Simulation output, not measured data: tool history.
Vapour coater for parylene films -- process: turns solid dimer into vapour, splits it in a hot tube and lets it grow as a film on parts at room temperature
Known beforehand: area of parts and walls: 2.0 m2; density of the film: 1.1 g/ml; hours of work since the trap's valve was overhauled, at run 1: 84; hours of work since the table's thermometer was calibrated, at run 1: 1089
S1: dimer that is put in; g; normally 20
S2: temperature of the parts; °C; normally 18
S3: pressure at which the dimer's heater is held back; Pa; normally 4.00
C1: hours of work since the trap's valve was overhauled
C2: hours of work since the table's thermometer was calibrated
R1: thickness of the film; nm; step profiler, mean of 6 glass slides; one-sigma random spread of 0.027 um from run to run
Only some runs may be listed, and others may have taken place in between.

run,day,S1,S2,S3,C1,C2,R1
1,0.000,20,18,4.00,84,1089,4600
2,2.496,11,18,4.00,127,1131,2520
3,4.646,11,18,4.00,164,1168,2510
4,6.429,11,18,4.00,195,1199,2480
5,7.892,11,18,4.00,220,1224,2500
6,9.562,20,18,11.06,248,1253,4220
7,12.350,20,18,11.06,296,1301,4220
8,13.500,20,18,6.76,316,1320,4320
9,15.600,20,18,6.73,352,1356,4350
10,16.808,20,18,6.73,373,1377,4300
11,18.054,20,18,4.00,394,1398,4410
12,20.454,22,18,7.22,435,1440,4670
13,22.117,24,18,5.18,464,1468,5170
# day 24.267: trap's valve overhauled
14,24.871,24,18,5.18,10,1513,5380
15,26.392,12,25,10.65,36,1539,2090
16,28.633,12,25,10.65,75,1577,2100
# day 29.925: table's thermometer calibrated
17,30.842,12,25,10.65,112,16,2120
18,32.392,12,25,10.65,139,42,2160
19,34.871,12,25,10.65,181,85,2180
20,36.700,22,11,2.44,213,116,6380
21,38.342,18,18,4.00,241,144,4110

Here are 3 independent what-if runs from the current tool condition. What would each one return?
A,40.354,11,22,9.27,275,179,?
B,40.354,18,12,4.00,275,179,?
C,40.354,11,18,7.67,275,179,?

run,R1
A,2150
B,4880
C,2410
Take away the tool's hidden state, keep each run's random variation, and the runs would have read:
run,R1
A,2240
B,5080
C,2510

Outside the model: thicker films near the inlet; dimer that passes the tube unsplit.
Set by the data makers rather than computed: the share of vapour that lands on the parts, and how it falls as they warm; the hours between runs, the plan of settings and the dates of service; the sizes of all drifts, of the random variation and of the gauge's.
